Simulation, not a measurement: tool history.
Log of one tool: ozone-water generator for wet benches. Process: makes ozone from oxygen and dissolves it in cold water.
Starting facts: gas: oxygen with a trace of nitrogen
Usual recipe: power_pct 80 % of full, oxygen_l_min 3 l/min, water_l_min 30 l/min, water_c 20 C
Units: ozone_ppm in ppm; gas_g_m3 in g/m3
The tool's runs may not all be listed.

run	hour	power_pct	oxygen_l_min	water_l_min	water_c	ozone_ppm	gas_g_m3
1	0	80	3	30	20	14.7	235.1
2	22.1	80	3	30	20	14.5	235.3
3	48	80	3	30	20	14.6	236.3
4	77.3	80	3	30	19	15	235.5
5	96.9	97	3	30	20	16.3	263
6	125.5	80	3	30	22	14.4	235.6
7	150.4	80	3	30	22	14.4	235.5
8	177.9	72	3	30	20	13.8	219.8
9	201.8	80	3	30	20	14.8	236
10	220.5	80	3	30	20	14.6	234.2
11	241.1	80	3	22	20	18.6	235.3
12	259.1	80	3	22	20	18.8	233.5
13	273.9	63	2.09	23	18	14.7	241.4
14	299.8	80	3	33	16	13.8	233.9
15	329.7	69	5.21	33	27	13.2	167.8
16	343.6	62	5.21	42	27	10.3	156.2
17	370.4	65	1.62	36	23	8.6	275.6
18	387.8	65	1.62	36	23	8.6	274.6
19	401.4	60	3	38	20	9.9	198.9
20	414.7	84	3	26	20	16.9	239.4
21	443.5	71	2.94	26	20	15.1	218.8
22	458.7	80	3	30	14	14.9	235.6
23	488.7	77	2.54	30	13	14.1	246.4

Run 24 has not been measured yet. What should we expect?
24	503.2	77	2.54	29	21	?	?

ozone_ppm: 13.8 ppm
gas_g_m3: 244.3 g/m3
The same run, on a tool lacking any hidden state, would have yielded ozone_ppm 14.6 ppm, gas_g_m3 250.5 g/m3.
